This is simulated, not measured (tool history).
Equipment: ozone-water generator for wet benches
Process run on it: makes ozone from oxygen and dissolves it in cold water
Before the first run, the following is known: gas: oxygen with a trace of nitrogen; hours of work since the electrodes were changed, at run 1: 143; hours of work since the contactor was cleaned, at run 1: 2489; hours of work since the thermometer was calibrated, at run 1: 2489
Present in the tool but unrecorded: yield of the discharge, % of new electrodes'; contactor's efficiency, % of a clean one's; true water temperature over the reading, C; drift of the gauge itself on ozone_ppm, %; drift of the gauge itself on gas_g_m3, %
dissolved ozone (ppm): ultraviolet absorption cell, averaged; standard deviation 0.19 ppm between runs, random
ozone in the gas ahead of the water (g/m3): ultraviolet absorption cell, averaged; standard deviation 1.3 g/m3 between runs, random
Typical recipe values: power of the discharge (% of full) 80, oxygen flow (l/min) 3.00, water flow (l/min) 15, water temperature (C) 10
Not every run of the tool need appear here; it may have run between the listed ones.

run,hour,power of the discharge (% of full),oxygen flow (l/min),water flow (l/min),water temperature (C),hours of work since the electrodes were changed,hours of work since the contactor was cleaned,hours of work since the thermometer was calibrated,dissolved ozone (ppm),ozone in the gas ahead of the water (g/m3)
1,0.0,80,3.00,15,10,143,2489,2489,27.4,245.2
2,23.8,80,3.00,15,10,162,2508,2508,27.4,246.1
3,37.5,80,3.00,15,18,173,2519,2519,25.2,248.1
4,66.7,80,1.81,15,10,197,2543,2543,26.5,338.3
5,81.6,80,3.00,15,12,209,2555,2555,26.9,245.7
6,110.9,80,3.00,15,10,232,2578,2578,27.5,246.4
7,132.2,80,3.00,15,10,249,2595,2595,28.0,247.5
8,155.8,80,3.00,15,10,268,2614,2614,27.4,247.9
9,169.1,80,3.00,15,10,279,2625,2625,27.4,246.4
10,195.9,80,3.00,15,10,300,2646,2646,27.5,247.6
11,217.5,80,3.00,15,10,318,2664,2664,27.3,248.1
12,237.4,80,3.00,15,6,334,2680,2680,28.5,248.1
13,251.1,80,3.00,15,6,344,2691,2691,28.8,249.9
14,264.5,80,3.00,15,10,355,2701,2701,27.4,249.8
15,283.5,80,3.00,15,10,370,2716,2716,27.8,249.4
16,312.5,80,3.00,15,7,394,2740,2740,28.3,248.3
17,343.4,80,3.00,15,7,418,2765,2765,28.1,251.6
18,376.1,80,3.00,15,7,445,2791,2791,28.1,252.9
# hour 405.5: gauge calibrated
19,405.7,80,3.00,15,7,468,2814,2814,28.8,245.6
20,424.3,72,3.26,15,10,483,2829,2829,25.2,214.3
21,454.8,72,3.26,15,10,508,2854,2854,25.5,215.0
22,480.8,72,3.26,15,10,529,2875,2875,25.0,215.9
23,498.5,41,4.53,23,10,543,2889,2889,11.3,113.1
24,529.1,80,1.86,11,10,567,2913,2913,35.2,337.5
25,559.6,80,1.86,11,10,592,2938,2938,35.1,335.2
26,578.8,80,1.86,11,10,607,2953,2953,35.0,337.2
27,609.3,80,1.86,11,10,632,2978,2978,34.9,335.8
28,641.6,80,2.53,11,10,657,3004,3004,35.8,278.2
29,659.8,62,2.53,11,9,672,3018,3018,29.7,225.7
30,678.1,62,2.53,11,9,687,3033,3033,29.2,227.8
31,703.7,62,2.53,11,9,707,3053,3053,29.4,227.8
32,722.2,62,2.53,11,9,722,3068,3068,29.4,227.8
33,742.8,64,3.00,17,10,739,3085,3085,20.5,210.4

Forecast each of these 4 alternatives for the next run:
A,768.1,89,3.00,15,8,759,3105,3105,?,?
B,768.1,70,3.00,17,10,759,3105,3105,?,?
C,768.1,64,3.00,23,18,759,3105,3105,?,?
D,768.1,43,1.61,12,10,759,3105,3105,?,?

run,dissolved ozone (ppm),ozone in the gas ahead of the water (g/m3)
A,30.5,274.4
B,22.2,224.7
C,14.3,210.8
D,20.1,230.2
What these runs would have given with no unlogged condition in the tool:
run,dissolved ozone (ppm),ozone in the gas ahead of the water (g/m3)
A,30.5,267.5
B,22.2,219.0
C,14.3,205.4
D,20.1,224.4

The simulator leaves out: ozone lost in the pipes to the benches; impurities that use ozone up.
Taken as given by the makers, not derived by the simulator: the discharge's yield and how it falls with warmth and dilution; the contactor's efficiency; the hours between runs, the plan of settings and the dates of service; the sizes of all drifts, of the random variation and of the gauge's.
